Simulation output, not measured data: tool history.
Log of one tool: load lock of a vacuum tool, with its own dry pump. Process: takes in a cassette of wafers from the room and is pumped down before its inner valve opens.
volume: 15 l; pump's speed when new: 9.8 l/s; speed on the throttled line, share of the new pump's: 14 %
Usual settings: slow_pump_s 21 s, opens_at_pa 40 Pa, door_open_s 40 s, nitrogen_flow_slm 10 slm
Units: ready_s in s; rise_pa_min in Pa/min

| run | day | slow_pump_s | opens_at_pa | door_open_s | nitrogen_flow_slm | incoming humidity of the room's air, % | ready_s | rise_pa_min |
|---|---|---|---|---|---|---|---|---|
| 1 | 0 | 21 | 40 | 40 | 10 | 48 | 30.69 | 0.106 |
| 2 | 3.604 | 16 | 40 | 40 | 10 | 46.2 | 26.55 | 0.112 |
| 3 | 8.188 | 21 | 40 | 198 | 10 | 46.2 | 30.68 | 0.168 |
| 4 | 12.096 | 21 | 40 | 198 | 10 | 46.5 | 30.77 | 0.169 |
| 5 | 17.533 | 21 | 40 | 198 | 10 | 45.5 | 30.84 | 0.17 |
| 6 | 21.292 | 21 | 40 | 198 | 10 | 45.3 | 30.75 | 0.177 |
| 7 | 25.008 | 21 | 40 | 198 | 10 | 43.7 | 30.73 | 0.17 |
| 8 | 29.117 | 21 | 40 | 198 | 10 | 45.9 | 31.01 | 0.185 |
| 9 | 32.883 | 21 | 40 | 198 | 10 | 45 | 30.87 | 0.185 |
| 10 | 37.942 | 21 | 40 | 32 | 10 | 44.5 | 30.77 | 0.122 |
| 11 | 42.975 | 21 | 40 | 40 | 10 | 44.7 | 31.01 | 0.129 |
| 12 | 49.596 | 21 | 40 | 40 | 10 | 45.8 | 30.86 | 0.136 |
| 13 | 54.692 | 21 | 40 | 238 | 10 | 45.4 | 30.88 | 0.207 |
| 14 | 58.512 | 21 | 40 | 78 | 10 | 45.3 | 31.02 | 0.164 |
| 15 | 65.558 | 21 | 44 | 40 | 10 | 42.1 | 30.95 | 0.151 |
| 16 | 71.358 | 32 | 44 | 40 | 10 | 46.6 | 40.29 | 0.163 |
| 17 | 75.042 | 32 | 44 | 40 | 10 | 44.2 | 40.27 | 0.159 |
| 18 | 80.046 | 31 | 44 | 40 | 4 | 43.2 | 39.22 | 0.171 |
| 19 | 84.1 | 21 | 41 | 40 | 10 | 46.5 | 31.05 | 0.163 |
| 20 | 89.308 | 21 | 41 | 40 | 10 | 48.2 | 31.1 | 0.177 |
| 21 | 93.883 | 21 | 30 | 95 | 10 | 45.7 | 31.46 | 0.201 |
| 22 | 99.304 | 38 | 30 | 67 | 19 | 46.1 | 46.22 | 0.18 |
| 23 | 102.938 | 17 | 39 | 156 | 10 | 45.7 | 27.63 | 0.231 |

Measured less the same run without the tool's hidden state. The same run-to-run variation is in both; the gauge's scatter may not be:
The hidden state here: pump's speed, % of a new pump's; leak at the door's seal, Pa l/s; drift of the gauge itself on ready_s, %; drift of the gauge itself on rise_pa_min, %.
| run | ready_s | rise_pa_min |
|---|---|---|
| 1 | +0.6 | +0.056 |
| 2 | +0.65 | +0.057 |
| 3 | +0.62 | +0.06 |
| 4 | +0.63 | +0.062 |
| 5 | +0.64 | +0.067 |
| 6 | +0.65 | +0.069 |
| 7 | +0.66 | +0.07 |
| 8 | +0.67 | +0.076 |
| 9 | +0.69 | +0.079 |
| 10 | +0.69 | +0.08 |
| 11 | +0.71 | +0.085 |
| 12 | +0.73 | +0.088 |
| 13 | +0.73 | +0.093 |
| 14 | +0.75 | +0.097 |
| 15 | +0.76 | +0.105 |
| 16 | +0.64 | +0.108 |
| 17 | +0.65 | +0.109 |
| 18 | +0.67 | +0.114 |
| 19 | +0.81 | +0.116 |
| 20 | +0.83 | +0.121 |
| 21 | +0.88 | +0.127 |
| 22 | +0.68 | +0.132 |
| 23 | +0.93 | +0.135 |
